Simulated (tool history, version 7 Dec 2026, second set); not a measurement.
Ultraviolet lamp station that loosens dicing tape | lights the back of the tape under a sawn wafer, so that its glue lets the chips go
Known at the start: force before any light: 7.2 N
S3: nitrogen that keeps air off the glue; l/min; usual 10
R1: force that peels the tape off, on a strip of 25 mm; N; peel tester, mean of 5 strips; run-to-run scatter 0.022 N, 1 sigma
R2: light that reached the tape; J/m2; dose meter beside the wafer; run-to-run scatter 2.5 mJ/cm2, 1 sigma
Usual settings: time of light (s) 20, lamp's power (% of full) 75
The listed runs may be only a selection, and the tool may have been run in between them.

{"run": 1, "day": 0.0, "time of light (s)": 20, "lamp's power (% of full)": 75, "S3": 10, "R1": 1.083, "R2": 2970}
{"run": 2, "day": 1.117, "time of light (s)": 20, "lamp's power (% of full)": 75, "S3": 10, "R1": 1.114, "R2": 3020}
{"run": 3, "day": 2.033, "time of light (s)": 20, "lamp's power (% of full)": 75, "S3": 10, "R1": 1.079, "R2": 3000}
{"run": 4, "day": 3.625, "time of light (s)": 20, "lamp's power (% of full)": 75, "S3": 10, "R1": 1.082, "R2": 3010}
{"run": 5, "day": 4.917, "time of light (s)": 20, "lamp's power (% of full)": 96, "S3": 10, "R1": 0.709, "R2": 3830}
{"run": 6, "day": 6.333, "time of light (s)": 20, "lamp's power (% of full)": 72, "S3": 10, "R1": 1.141, "R2": 2880}
{"run": 7, "day": 8.071, "time of light (s)": 20, "lamp's power (% of full)": 72, "S3": 10, "R1": 1.165, "R2": 2840}
{"run": 8, "day": 9.6, "time of light (s)": 20, "lamp's power (% of full)": 72, "S3": 10, "R1": 1.16, "R2": 2860}
{"run": 9, "day": 10.746, "time of light (s)": 20, "lamp's power (% of full)": 72, "S3": 10, "R1": 1.166, "R2": 2920}
{"run": 10, "day": 12.262, "time of light (s)": 20, "lamp's power (% of full)": 72, "S3": 10, "R1": 1.154, "R2": 2890}
{"run": 11, "day": 14.092, "time of light (s)": 20, "lamp's power (% of full)": 88, "S3": 10, "R1": 0.834, "R2": 3500}
{"run": 12, "day": 15.325, "time of light (s)": 23, "lamp's power (% of full)": 75, "S3": 10, "R1": 0.836, "R2": 3440}
{"run": 13, "day": 16.142, "time of light (s)": 23, "lamp's power (% of full)": 75, "S3": 10, "R1": 0.836, "R2": 3440}
{"run": 14, "day": 17.096, "time of light (s)": 23, "lamp's power (% of full)": 75, "S3": 10, "R1": 0.867, "R2": 3460}
{"run": 15, "day": 18.183, "time of light (s)": 20, "lamp's power (% of full)": 61, "S3": 10, "R1": 1.517, "R2": 2420}
{"run": 16, "day": 19.679, "time of light (s)": 20, "lamp's power (% of full)": 75, "S3": 10, "R1": 1.062, "R2": 3010}
{"run": 17, "day": 21.346, "time of light (s)": 20, "lamp's power (% of full)": 75, "S3": 10, "R1": 1.104, "R2": 3000}
{"run": 18, "day": 22.421, "time of light (s)": 20, "lamp's power (% of full)": 75, "S3": 10, "R1": 1.049, "R2": 2990}
{"run": 19, "day": 24.288, "time of light (s)": 20, "lamp's power (% of full)": 75, "S3": 10, "R1": 1.094, "R2": 2940}
{"run": 20, "day": 25.758, "time of light (s)": 20, "lamp's power (% of full)": 75, "S3": 18, "R1": 0.822, "R2": 2980}
{"run": 21, "day": 27.325, "time of light (s)": 20, "lamp's power (% of full)": 75, "S3": 10, "R1": 1.082, "R2": 2990}
{"run": 22, "day": 29.088, "time of light (s)": 20, "lamp's power (% of full)": 97, "S3": 10, "R1": 0.701, "R2": 3890}
{"run": 23, "day": 30.554, "time of light (s)": 12, "lamp's power (% of full)": 97, "S3": 4, "R1": 2.371, "R2": 2300}
{"run": 24, "day": 32.154, "time of light (s)": 19, "lamp's power (% of full)": 82, "S3": 18, "R1": 0.747, "R2": 3140}
{"run": 25, "day": 33.842, "time of light (s)": 11, "lamp's power (% of full)": 86, "S3": 14, "R1": 1.771, "R2": 1950}
{"run": 26, "day": 35.354, "time of light (s)": 11, "lamp's power (% of full)": 86, "S3": 14, "R1": 1.793, "R2": 1890}
{"run": 27, "day": 36.292, "time of light (s)": 23, "lamp's power (% of full)": 70, "S3": 4, "R1": 1.616, "R2": 3240}
{"day": 36.567, "done": "window cleaned of glue's vapour"}
{"day": 37.696, "done": "lamp changed"}
{"run": 28, "day": 37.696, "time of light (s)": 17, "lamp's power (% of full)": 61, "S3": 18, "R1": 1.466, "R2": 2080}
{"run": 29, "day": 39.504, "time of light (s)": 17, "lamp's power (% of full)": 70, "S3": 20, "R1": 1.155, "R2": 2350}
{"run": 30, "day": 41.146, "time of light (s)": 17, "lamp's power (% of full)": 70, "S3": 20, "R1": 1.145, "R2": 2390}
{"run": 31, "day": 42.429, "time of light (s)": 17, "lamp's power (% of full)": 70, "S3": 20, "R1": 1.154, "R2": 2400}
{"run": 32, "day": 43.904, "time of light (s)": 20, "lamp's power (% of full)": 75, "S3": 5, "R1": 1.572, "R2": 3010}
{"run": 33, "day": 45.408, "time of light (s)": 20, "lamp's power (% of full)": 75, "S3": 5, "R1": 1.57, "R2": 3000}
{"run": 34, "day": 47.333, "time of light (s)": 20, "lamp's power (% of full)": 75, "S3": 5, "R1": 1.561, "R2": 2980}
{"run": 35, "day": 49.142, "time of light (s)": 20, "lamp's power (% of full)": 63, "S3": 5, "R1": 1.965, "R2": 2520}
{"run": 36, "day": 50.933, "time of light (s)": 20, "lamp's power (% of full)": 63, "S3": 5, "R1": 1.93, "R2": 2510}
{"run": 37, "day": 52.429, "time of light (s)": 20, "lamp's power (% of full)": 63, "S3": 5, "R1": 1.954, "R2": 2540}
{"run": 38, "day": 53.904, "time of light (s)": 29, "lamp's power (% of full)": 84, "S3": 7, "R1": 0.549, "R2": 4910}
{"run": 39, "day": 54.75, "time of light (s)": 29, "lamp's power (% of full)": 84, "S3": 7, "R1": 0.537, "R2": 4870}
{"run": 40, "day": 56.158, "time of light (s)": 12, "lamp's power (% of full)": 60, "S3": 4, "R1": 3.74, "R2": 1430}
{"run": 41, "day": 57.946, "time of light (s)": 15, "lamp's power (% of full)": 75, "S3": 4, "R1": 2.457, "R2": 2240}
{"run": 42, "day": 59.667, "time of light (s)": 23, "lamp's power (% of full)": 77, "S3": 15, "R1": 0.637, "R2": 3560}

Each row is a separate what-if for the run after 42, all from the same tool condition, not one after another. Results?
{"run": "A", "day": 61.5, "time of light (s)": 27, "lamp's power (% of full)": 66, "S3": 11, "R1": "?", "R2": "?"}
{"run": "B", "day": 61.5, "time of light (s)": 24, "lamp's power (% of full)": 69, "S3": 15, "R1": "?", "R2": "?"}
{"run": "C", "day": 61.5, "time of light (s)": 27, "lamp's power (% of full)": 77, "S3": 18, "R1": "?", "R2": "?"}
{"run": "D", "day": 61.5, "time of light (s)": 20, "lamp's power (% of full)": 75, "S3": 5, "R1": "?", "R2": "?"}
{"run": "E", "day": 61.5, "time of light (s)": 37, "lamp's power (% of full)": 99, "S3": 15, "R1": "?", "R2": "?"}

run=A R1=0.752 R2=3550
run=B R1=0.718 R2=3310
run=C R1=0.437 R2=4200
run=D R1=1.597 R2=3000
run=E R1=0.253 R2=7300
With the hidden condition removed and each run's random variation left untouched, the same runs would have given:
run=A R1=0.751 R2=3550
run=B R1=0.716 R2=3310
run=C R1=0.436 R2=4200
run=D R1=1.595 R2=3000
run=E R1=0.253 R2=7300
